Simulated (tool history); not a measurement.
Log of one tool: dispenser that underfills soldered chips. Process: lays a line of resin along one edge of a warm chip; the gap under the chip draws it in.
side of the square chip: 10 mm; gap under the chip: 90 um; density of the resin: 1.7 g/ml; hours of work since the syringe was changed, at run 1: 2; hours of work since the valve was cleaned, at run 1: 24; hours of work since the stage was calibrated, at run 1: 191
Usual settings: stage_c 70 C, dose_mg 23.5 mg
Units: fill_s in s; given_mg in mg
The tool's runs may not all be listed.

| run | hour | stage_c | dose_mg | hours of work since the syringe was changed | hours of work since the valve was cleaned | hours of work since the stage was calibrated | fill_s | given_mg |
|---|---|---|---|---|---|---|---|---|
| 1 | 0.0 | 70 | 23.5 | 2 | 24 | 191 | 72.3 | 23.02 |
|  | 6.3 | new syringe of resin |
| 2 | 8.6 | 66 | 23.5 | 2 | 30 | 197 | 77.1 | 22.89 |
|  | 15.5 | new syringe of resin |
| 3 | 18.1 | 70 | 25.1 | 2 | 37 | 204 | 68.4 | 24.06 |
|  | 24.9 | new syringe of resin |
| 4 | 27.5 | 70 | 25.1 | 2 | 43 | 210 | 68.1 | 24.21 |
| 5 | 32.1 | 70 | 21.1 | 5 | 47 | 213 | 95.3 | 20.21 |
|  | 34.8 | new syringe of resin |
| 6 | 36.4 | 70 | 22.2 | 1 | 50 | 216 | 65.1 | 21.15 |
| 7 | 41.6 | 70 | 23.5 | 5 | 53 | 220 | 89.5 | 22.27 |
|  | 44.0 | new syringe of resin |
| 8 | 49.3 | 70 | 23.5 | 4 | 58 | 225 | 84.0 | 22.45 |
|  | 53.7 | new syringe of resin |
| 9 | 56.1 | 70 | 26.4 | 2 | 63 | 230 | 67.5 | 25.25 |
| 10 | 62.1 | 70 | 26.4 | 6 | 67 | 234 | 97.3 | 24.80 |
|  | 63.2 | new syringe of resin |
| 11 | 71.6 | 70 | 26.4 | 6 | 74 | 241 | 100.1 | 24.71 |
|  | 72.8 | new syringe of resin |
| 12 | 79.2 | 70 | 26.4 | 5 | 79 | 246 | 89.4 | 24.58 |
|  | 82.0 | new syringe of resin |
| 13 | 86.6 | 70 | 26.4 | 3 | 84 | 251 | 77.8 | 24.25 |
| 14 | 90.6 | 70 | 26.4 | 6 | 87 | 254 | 101.5 | 24.41 |
|  | 91.7 | new syringe of resin |
| 15 | 95.0 | 70 | 26.4 | 2 | 90 | 257 | 68.8 | 24.05 |
|  | 100.9 | new syringe of resin |
| 16 | 102.9 | 60 | 21.2 | 1 | 95 | 262 | 93.1 | 19.39 |
| 17 | 109.2 | 74 | 26.4 | 6 | 100 | 267 | 88.5 | 23.99 |
|  | 110.1 | new syringe of resin |
| 18 | 113.5 | 85 | 22.2 | 2 | 103 | 269 | 48.3 | 19.99 |
|  | 119.3 | new syringe of resin |
| 19 | 119.3 | 85 | 22.2 | 0 | 107 | 273 | 37.8 | 20.04 |
| 20 | 123.4 | 65 | 23.5 | 3 | 110 | 276 | 89.2 | 21.21 |
|  | 128.8 | new syringe of resin |
| 21 | 132.6 | 63 | 29.2 | 3 | 116 | 283 | 92.2 | 26.02 |

Run 22 comes next. What will it give?
|  | 135.8 | dispensing valve cleaned and set on the balance |
|  | 139.5 | new syringe of resin |
| 22 | 140.7 | 77 | 29.2 | 1 | 3 | 288 | ? | ? |

{"run 22": {"fill_s": 50.9, "given_mg": 29.11}}
Without the tool's hidden state the same run would have given fill_s 46.4 s, given_mg 29.25 mg.

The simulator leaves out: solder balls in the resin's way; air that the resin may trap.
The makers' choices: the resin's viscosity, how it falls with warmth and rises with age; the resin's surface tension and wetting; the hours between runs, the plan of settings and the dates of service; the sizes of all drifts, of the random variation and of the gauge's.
